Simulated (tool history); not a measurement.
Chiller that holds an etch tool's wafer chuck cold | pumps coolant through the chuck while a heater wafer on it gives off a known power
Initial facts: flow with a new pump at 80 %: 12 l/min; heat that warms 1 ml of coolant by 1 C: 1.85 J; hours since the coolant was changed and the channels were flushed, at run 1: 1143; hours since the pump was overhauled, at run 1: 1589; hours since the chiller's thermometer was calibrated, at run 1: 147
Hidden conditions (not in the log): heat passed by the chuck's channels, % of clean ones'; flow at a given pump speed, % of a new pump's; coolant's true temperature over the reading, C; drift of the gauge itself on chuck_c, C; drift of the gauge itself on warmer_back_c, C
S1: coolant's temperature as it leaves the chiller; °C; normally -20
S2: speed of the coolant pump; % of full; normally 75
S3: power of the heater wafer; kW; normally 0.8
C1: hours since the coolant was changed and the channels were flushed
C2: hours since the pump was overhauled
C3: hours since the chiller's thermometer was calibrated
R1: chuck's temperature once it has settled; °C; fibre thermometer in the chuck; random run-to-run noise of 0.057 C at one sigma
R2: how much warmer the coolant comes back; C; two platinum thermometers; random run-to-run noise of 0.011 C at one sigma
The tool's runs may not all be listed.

{"run": 1, "hour": 0.0, "S1": -20, "S2": 75, "S3": 0.8, "C1": 1143, "C2": 1589, "C3": 147, "R1": -14.41, "R2": 2.37}
{"run": 2, "hour": 25.2, "S1": -20, "S2": 75, "S3": 0.8, "C1": 1168, "C2": 1614, "C3": 173, "R1": -14.38, "R2": 2.38}
{"run": 3, "hour": 55.1, "S1": -16, "S2": 75, "S3": 0.8, "C1": 1198, "C2": 1644, "C3": 203, "R1": -10.3, "R2": 2.37}
{"run": 4, "hour": 78.5, "S1": -20, "S2": 75, "S3": 0.644, "C1": 1221, "C2": 1668, "C3": 226, "R1": -15.37, "R2": 1.91}
{"run": 5, "hour": 110.8, "S1": -12, "S2": 75, "S3": 0.644, "C1": 1253, "C2": 1700, "C3": 258, "R1": -7.49, "R2": 1.92}
{"run": 6, "hour": 124.5, "S1": -20, "S2": 75, "S3": 0.8, "C1": 1267, "C2": 1714, "C3": 272, "R1": -14.19, "R2": 2.37}
{"run": 7, "hour": 151.5, "S1": -20, "S2": 75, "S3": 0.8, "C1": 1294, "C2": 1741, "C3": 299, "R1": -14.27, "R2": 2.39}
{"run": 8, "hour": 175.0, "S1": -20, "S2": 75, "S3": 0.8, "C1": 1318, "C2": 1764, "C3": 322, "R1": -14.26, "R2": 2.37}
{"run": 9, "hour": 205.2, "S1": -20, "S2": 75, "S3": 0.8, "C1": 1348, "C2": 1794, "C3": 353, "R1": -14.33, "R2": 2.38}
{"run": 10, "hour": 223.5, "S1": -20, "S2": 75, "S3": 0.8, "C1": 1366, "C2": 1813, "C3": 371, "R1": -14.22, "R2": 2.38}
{"run": 11, "hour": 242.5, "S1": -20, "S2": 75, "S3": 0.8, "C1": 1385, "C2": 1832, "C3": 390, "R1": -14.27, "R2": 2.37}
{"run": 12, "hour": 267.0, "S1": -20, "S2": 75, "S3": 0.8, "C1": 1410, "C2": 1856, "C3": 414, "R1": -14.2, "R2": 2.39}
{"run": 13, "hour": 287.6, "S1": -20, "S2": 75, "S3": 1.085, "C1": 1430, "C2": 1877, "C3": 435, "R1": -12.26, "R2": 3.25}
{"run": 14, "hour": 317.1, "S1": -20, "S2": 75, "S3": 1.085, "C1": 1460, "C2": 1906, "C3": 465, "R1": -12.13, "R2": 3.22}
{"run": 15, "hour": 337.7, "S1": -20, "S2": 75, "S3": 1.085, "C1": 1480, "C2": 1927, "C3": 485, "R1": -12.21, "R2": 3.25}
{"run": 16, "hour": 353.2, "S1": -20, "S2": 75, "S3": 1.085, "C1": 1496, "C2": 1942, "C3": 501, "R1": -12.21, "R2": 3.24}
{"run": 17, "hour": 374.4, "S1": -20, "S2": 75, "S3": 0.8, "C1": 1517, "C2": 1964, "C3": 522, "R1": -14.14, "R2": 2.43}
{"run": 18, "hour": 402.0, "S1": -12, "S2": 75, "S3": 0.427, "C1": 1545, "C2": 1991, "C3": 549, "R1": -8.75, "R2": 1.3}
{"run": 19, "hour": 416.9, "S1": -28, "S2": 75, "S3": 0.445, "C1": 1559, "C2": 2006, "C3": 564, "R1": -24.67, "R2": 1.32}
{"run": 20, "hour": 441.4, "S1": -28, "S2": 75, "S3": 0.445, "C1": 1584, "C2": 2031, "C3": 589, "R1": -24.75, "R2": 1.33}
{"run": 21, "hour": 467.9, "S1": -25, "S2": 68, "S3": 0.46, "C1": 1610, "C2": 2057, "C3": 615, "R1": -21.43, "R2": 1.54}
{"run": 22, "hour": 494.7, "S1": -24, "S2": 97, "S3": 0.517, "C1": 1637, "C2": 2084, "C3": 642, "R1": -20.8, "R2": 1.18}
{"run": 23, "hour": 525.3, "S1": -24, "S2": 97, "S3": 0.517, "C1": 1668, "C2": 2114, "C3": 673, "R1": -20.81, "R2": 1.18}
{"run": 24, "hour": 543.8, "S1": -20, "S2": 86, "S3": 0.8, "C1": 1686, "C2": 2133, "C3": 691, "R1": -14.6, "R2": 2.08}
{"run": 25, "hour": 558.6, "S1": -27, "S2": 75, "S3": 0.843, "C1": 1701, "C2": 2148, "C3": 706, "R1": -20.87, "R2": 2.54}
{"run": 26, "hour": 587.6, "S1": -25, "S2": 88, "S3": 0.897, "C1": 1730, "C2": 2177, "C3": 735, "R1": -19.01, "R2": 2.28}
{"run": 27, "hour": 605.5, "S1": -18, "S2": 90, "S3": 0.485, "C1": 1748, "C2": 2195, "C3": 753, "R1": -14.83, "R2": 1.2}
{"run": 28, "hour": 630.4, "S1": -16, "S2": 75, "S3": 0.427, "C1": 1773, "C2": 2220, "C3": 778, "R1": -12.73, "R2": 1.28}
{"run": 29, "hour": 647.9, "S1": -16, "S2": 75, "S3": 0.427, "C1": 1791, "C2": 2237, "C3": 795, "R1": -12.72, "R2": 1.28}
{"run": 30, "hour": 671.3, "S1": -23, "S2": 85, "S3": 0.668, "C1": 1814, "C2": 2260, "C3": 819, "R1": -18.45, "R2": 1.77}
{"run": 31, "hour": 697.6, "S1": -20, "S2": 96, "S3": 0.8, "C1": 1840, "C2": 2287, "C3": 845, "R1": -15.03, "R2": 1.87}
{"run": 32, "hour": 729.6, "S1": -21, "S2": 96, "S3": 1.057, "C1": 1872, "C2": 2319, "C3": 877, "R1": -14.44, "R2": 2.47}
{"run": 33, "hour": 746.0, "S1": -12, "S2": 96, "S3": 1.057, "C1": 1889, "C2": 2335, "C3": 893, "R1": -5.4, "R2": 2.45}

Alternative continuations, all from the tool just after run 33; predict every row:
{"run": "A", "hour": 762.1, "S1": -20, "S2": 76, "S3": 0.8, "C1": 1905, "C2": 2351, "C3": 910, "R1": "?", "R2": "?"}
{"run": "B", "hour": 762.1, "S1": -29, "S2": 62, "S3": 1.057, "C1": 1905, "C2": 2351, "C3": 910, "R1": "?", "R2": "?"}
{"run": "C", "hour": 762.1, "S1": -12, "S2": 78, "S3": 1.089, "C1": 1905, "C2": 2351, "C3": 910, "R1": "?", "R2": "?"}

run=A R1=-14.28 R2=2.37
run=B R1=-20.22 R2=3.91
run=C R1=-4.28 R2=3.15
The same runs, with their run-to-run variation unchanged, on a tool lacking any hidden condition would have given:
run=A R1=-14.76 R2=2.28
run=B R1=-20.86 R2=3.75
run=C R1=-4.86 R2=3.02

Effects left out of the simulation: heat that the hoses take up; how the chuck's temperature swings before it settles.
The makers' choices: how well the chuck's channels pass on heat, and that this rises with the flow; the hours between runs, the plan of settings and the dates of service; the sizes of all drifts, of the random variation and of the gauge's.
